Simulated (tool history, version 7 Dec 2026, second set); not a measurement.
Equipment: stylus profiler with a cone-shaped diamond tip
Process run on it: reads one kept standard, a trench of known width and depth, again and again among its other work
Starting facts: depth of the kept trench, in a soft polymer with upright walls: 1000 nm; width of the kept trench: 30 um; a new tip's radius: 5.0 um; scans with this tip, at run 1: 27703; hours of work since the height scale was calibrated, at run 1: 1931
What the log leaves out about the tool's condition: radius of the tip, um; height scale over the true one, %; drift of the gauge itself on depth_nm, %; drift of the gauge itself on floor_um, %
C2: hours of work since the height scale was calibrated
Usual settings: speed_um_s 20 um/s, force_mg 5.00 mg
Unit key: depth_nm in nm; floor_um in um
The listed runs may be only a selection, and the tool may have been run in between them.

Run 1, hour 0.0: usual settings; scans with this tip 27703; C2 1931. Result: depth_nm 1024.07 nm, floor_um 23.89 um.
Run 2, hour 45.6: usual settings; scans with this tip 28072; C2 1956. Result: depth_nm 1023.77 nm, floor_um 23.92 um.
Run 3, hour 71.9: usual settings; scans with this tip 28285; C2 1971. Result: depth_nm 1023.76 nm, floor_um 23.91 um.
At hour 103.8: new tip fitted, height scale calibrated.
Run 4, hour 113.8: usual settings; scans with this tip 80; C2 6. Result: depth_nm 1023.59 nm, floor_um 23.90 um.
Run 5, hour 155.8: usual settings; scans with this tip 421; C2 29. Result: depth_nm 1023.67 nm, floor_um 23.97 um.
Run 6, hour 203.8: usual settings; scans with this tip 809; C2 56. Result: depth_nm 1023.64 nm, floor_um 23.95 um.
Run 7, hour 231.1: usual settings but force_mg 3.21 mg; scans with this tip 1031; C2 72. Result: depth_nm 1017.82 nm, floor_um 23.91 um.
Run 8, hour 250.6: usual settings; scans with this tip 1188; C2 83. Result: depth_nm 1023.68 nm, floor_um 23.90 um.
Run 9, hour 273.8: usual settings but speed_um_s 14 um/s; scans with this tip 1376; C2 96. Result: depth_nm 1023.72 nm, floor_um 23.95 um.
Run 10, hour 311.2: usual settings but speed_um_s 14 um/s; scans with this tip 1679; C2 117. Result: depth_nm 1023.22 nm, floor_um 23.94 um.
Run 11, hour 354.9: usual settings but speed_um_s 14 um/s; scans with this tip 2033; C2 142. Result: depth_nm 1024.19 nm, floor_um 23.95 um.
Run 12, hour 395.6: usual settings but speed_um_s 76 um/s; scans with this tip 2363; C2 165. Result: depth_nm 1023.46 nm, floor_um 23.72 um.
Run 13, hour 431.2: usual settings but speed_um_s 7 um/s; scans with this tip 2651; C2 185. Result: depth_nm 1023.72 nm, floor_um 24.00 um.
Run 14, hour 471.3: usual settings but speed_um_s 7 um/s; scans with this tip 2975; C2 207. Result: depth_nm 1024.03 nm, floor_um 23.93 um.
Run 15, hour 506.9: usual settings but speed_um_s 7 um/s; scans with this tip 3264; C2 227. Result: depth_nm 1023.70 nm, floor_um 24.00 um.
Run 16, hour 545.3: usual settings; scans with this tip 3575; C2 249. Result: depth_nm 1023.51 nm, floor_um 23.95 um.
Run 17, hour 583.0: usual settings; scans with this tip 3880; C2 270. Result: depth_nm 1024.25 nm, floor_um 23.93 um.
Run 18, hour 616.5: usual settings; scans with this tip 4152; C2 289. Result: depth_nm 1023.26 nm, floor_um 23.94 um.
Run 19, hour 657.0: usual settings; scans with this tip 4479; C2 312. Result: depth_nm 1024.16 nm, floor_um 23.94 um.
Run 20, hour 682.2: usual settings; scans with this tip 4683; C2 326. Result: depth_nm 1023.95 nm, floor_um 23.91 um.
Run 21, hour 711.2: usual settings; scans with this tip 4918; C2 343. Result: depth_nm 1023.40 nm, floor_um 23.93 um.
Run 22, hour 754.0: usual settings; scans with this tip 5265; C2 367. Result: depth_nm 1023.93 nm, floor_um 23.86 um.
Run 23, hour 789.1: usual settings; scans with this tip 5549; C2 387. Result: depth_nm 1023.78 nm, floor_um 23.97 um.
Run 24, hour 837.1: usual settings; scans with this tip 5938; C2 414. Result: depth_nm 1023.72 nm, floor_um 23.93 um.
Run 25, hour 881.8: usual settings but speed_um_s 8 um/s; scans with this tip 6300; C2 439. Result: depth_nm 1023.78 nm, floor_um 23.97 um.
Run 26, hour 915.2: usual settings but speed_um_s 8 um/s; scans with this tip 6571; C2 458. Result: depth_nm 1023.78 nm, floor_um 23.96 um.
Run 27, hour 945.9: usual settings but speed_um_s 6 um/s, force_mg 3.34 mg; scans with this tip 6819; C2 475. Result: depth_nm 1018.11 nm, floor_um 23.98 um.
Run 28, hour 966.7: usual settings but speed_um_s 45 um/s, force_mg 4.35 mg; scans with this tip 6987; C2 487. Result: depth_nm 1021.82 nm, floor_um 23.76 um.
Run 29, hour 1000.2: usual settings but speed_um_s 15 um/s, force_mg 3.42 mg; scans with this tip 7259; C2 506. Result: depth_nm 1018.35 nm, floor_um 23.96 um.
Run 30, hour 1021.9: usual settings but speed_um_s 8 um/s, force_mg 3.50 mg; scans with this tip 7434; C2 518. Result: depth_nm 1018.69 nm, floor_um 23.92 um.
Run 31, hour 1068.5: usual settings but speed_um_s 42 um/s, force_mg 5.49 mg; scans with this tip 7812; C2 544. Result: depth_nm 1025.29 nm, floor_um 23.89 um.
Run 32, hour 1094.3: usual settings but speed_um_s 19 um/s, force_mg 3.28 mg; scans with this tip 8021; C2 559. Result: depth_nm 1017.94 nm, floor_um 23.98 um.
Run 33, hour 1140.3: usual settings but speed_um_s 16 um/s, force_mg 12.34 mg; scans with this tip 8393; C2 585. Result: depth_nm 1043.21 nm, floor_um 23.95 um.

What will run 34 give?
Run 34, hour 1187.6: usual settings but speed_um_s 16 um/s, force_mg 12.34 mg; scans with this tip 8776; C2 612. Result: depth_nm ?, floor_um ?.

{"run 34": {"depth_nm": 1043.21, "floor_um": 24.01}}
Minus the tool's unlogged condition, the same run would have read depth_nm 1043.19 nm, floor_um 24.02 um.
